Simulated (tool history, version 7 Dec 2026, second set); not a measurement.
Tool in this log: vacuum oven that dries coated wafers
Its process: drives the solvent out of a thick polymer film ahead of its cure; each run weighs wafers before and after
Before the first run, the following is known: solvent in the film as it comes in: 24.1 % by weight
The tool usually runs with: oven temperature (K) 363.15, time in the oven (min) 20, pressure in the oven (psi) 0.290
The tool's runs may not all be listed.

Run 1, hour 0.0: usual settings. Result: solvent left in the film (%) 2.23.
Run 2, hour 19.2: usual settings. Result: solvent left in the film (%) 2.19.
Run 3, hour 35.2: usual settings but time in the oven (min) 16. Result: solvent left in the film (%) 2.80.
Run 4, hour 48.8: usual settings but pressure in the oven (psi) 0.648. Result: solvent left in the film (%) 4.25.
Run 5, hour 70.4: usual settings but pressure in the oven (psi) 0.263. Result: solvent left in the film (%) 2.12.
Run 6, hour 92.2: usual settings but oven temperature (K) 362.15, pressure in the oven (psi) 0.263. Result: solvent left in the film (%) 2.27.
Run 7, hour 124.8: usual settings but oven temperature (K) 362.15, pressure in the oven (psi) 0.263. Result: solvent left in the film (%) 2.22.
Run 8, hour 142.6: usual settings but oven temperature (K) 362.15, pressure in the oven (psi) 0.263. Result: solvent left in the film (%) 2.28.
Run 9, hour 174.9: usual settings but oven temperature (K) 358.15, pressure in the oven (psi) 0.263. Result: solvent left in the film (%) 3.23.
Run 10, hour 206.8: usual settings but oven temperature (K) 358.15, pressure in the oven (psi) 0.263. Result: solvent left in the film (%) 3.29.
Run 11, hour 224.0: usual settings but oven temperature (K) 366.15, time in the oven (min) 27, pressure in the oven (psi) 0.173. Result: solvent left in the film (%) 0.96.
Run 12, hour 241.7: usual settings but oven temperature (K) 366.15, time in the oven (min) 27, pressure in the oven (psi) 0.173. Result: solvent left in the film (%) 1.02.
Run 13, hour 266.5: usual settings but oven temperature (K) 372.15, time in the oven (min) 13, pressure in the oven (psi) 0.302. Result: solvent left in the film (%) 1.61.
Run 14, hour 296.8: usual settings but oven temperature (K) 372.15, time in the oven (min) 35, pressure in the oven (psi) 0.302. Result: solvent left in the film (%) 1.27.
Run 15, hour 329.1: usual settings but oven temperature (K) 373.15, time in the oven (min) 23, pressure in the oven (psi) 0.174. Result: solvent left in the film (%) 0.77.

Branching from run 15: 4 alternative next runs. What would each branch give?
Run A, hour 356.0: usual settings but oven temperature (K) 358.15, time in the oven (min) 18, pressure in the oven (psi) 0.310. Result: solvent left in the film (%) ?.
Run B, hour 356.0: usual settings but oven temperature (K) 372.15, time in the oven (min) 23, pressure in the oven (psi) 0.164. Result: solvent left in the film (%) ?.
Run C, hour 356.0: usual settings but oven temperature (K) 369.15, time in the oven (min) 33, pressure in the oven (psi) 0.313. Result: solvent left in the film (%) ?.
Run D, hour 356.0: usual settings but oven temperature (K) 372.15, time in the oven (min) 19, pressure in the oven (psi) 0.280. Result: solvent left in the film (%) ?.

run  solvent left in the film (%)
  A                          4.12
  B                          0.66
  C                          1.46
  D                          1.24
Take away the tool's hidden state, keep each run's random variation, and the runs would have read:
run  solvent left in the film (%)
  A                          4.07
  B                          0.64
  C                          1.43
  D                          1.22

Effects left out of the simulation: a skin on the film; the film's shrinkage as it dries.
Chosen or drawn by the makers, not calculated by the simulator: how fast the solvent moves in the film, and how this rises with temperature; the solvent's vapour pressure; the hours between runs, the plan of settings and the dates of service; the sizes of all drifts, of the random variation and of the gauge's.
